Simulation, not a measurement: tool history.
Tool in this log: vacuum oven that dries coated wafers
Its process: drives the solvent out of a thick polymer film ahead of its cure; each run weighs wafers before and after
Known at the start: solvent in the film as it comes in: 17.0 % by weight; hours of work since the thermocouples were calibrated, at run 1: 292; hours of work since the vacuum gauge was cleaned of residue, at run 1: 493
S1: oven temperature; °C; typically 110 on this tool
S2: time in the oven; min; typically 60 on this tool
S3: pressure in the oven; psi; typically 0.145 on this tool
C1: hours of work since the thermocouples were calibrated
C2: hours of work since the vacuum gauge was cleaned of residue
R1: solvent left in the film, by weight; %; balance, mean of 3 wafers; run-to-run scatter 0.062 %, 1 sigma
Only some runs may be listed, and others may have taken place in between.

| run | day | S1 | S2 | S3 | C1 | C2 | R1 |
|---|---|---|---|---|---|---|---|
| 1 | 0.000 | 110 | 60 | 0.145 | 292 | 493 | 4.10 |
| 2 | 1.179 | 110 | 60 | 0.145 | 310 | 512 | 4.08 |
| 3 | 2.767 | 110 | 60 | 0.145 | 335 | 537 | 4.10 |
| 4 | 3.750 | 110 | 60 | 0.318 | 350 | 552 | 5.81 |
| 5 | 4.688 | 110 | 60 | 0.145 | 365 | 566 | 4.21 |
| 6 | 5.938 | 110 | 60 | 0.145 | 384 | 586 | 4.26 |
| 7 | 7.746 | 110 | 60 | 0.145 | 413 | 614 | 4.20 |
| 8 | 9.450 | 110 | 60 | 0.145 | 439 | 641 | 4.11 |
| 9 | 10.858 | 117 | 60 | 0.145 | 461 | 663 | 2.72 |
| 10 | 12.646 | 117 | 60 | 0.145 | 489 | 690 | 2.77 |
| 11 | 13.658 | 110 | 76 | 0.145 | 505 | 706 | 3.56 |
| 12 | 14.971 | 110 | 76 | 0.145 | 525 | 727 | 3.34 |
| 13 | 16.488 | 110 | 60 | 0.193 | 549 | 750 | 4.79 |
| 14 | 17.329 | 98 | 60 | 0.167 | 562 | 763 | 8.03 |
| 15 | 18.904 | 110 | 83 | 0.145 | 586 | 788 | 3.27 |
| 16 | 20.521 | 110 | 45 | 0.145 | 611 | 813 | 5.54 |
| 17 | 21.379 | 100 | 60 | 0.339 | 625 | 826 | 9.20 |
| 18 | 22.800 | 101 | 42 | 0.564 | 647 | 849 | 12.39 |
| 19 | 23.758 | 101 | 42 | 0.564 | 662 | 863 | 12.46 |

For each run, the measured value with the value that run would have given without the tool's hidden condition subtracted. The run-to-run variation is shared by both, the gauge scatter possibly not:
Hidden conditions of the tool in this case: true wafer temperature over the reading, C; true pressure over the reading, kPa; drift of the gauge itself on solvent_pct, %.
| run | R1 |
|---|---|
| 1 | +0.47 |
| 2 | +0.48 |
| 3 | +0.50 |
| 4 | +0.56 |
| 5 | +0.54 |
| 6 | +0.57 |
| 7 | +0.58 |
| 8 | +0.60 |
| 9 | +0.50 |
| 10 | +0.53 |
| 11 | +0.66 |
| 12 | +0.66 |
| 13 | +0.73 |
| 14 | +0.89 |
| 15 | +0.71 |
| 16 | +0.77 |
| 17 | +0.97 |
| 18 | +0.93 |
| 19 | +0.95 |
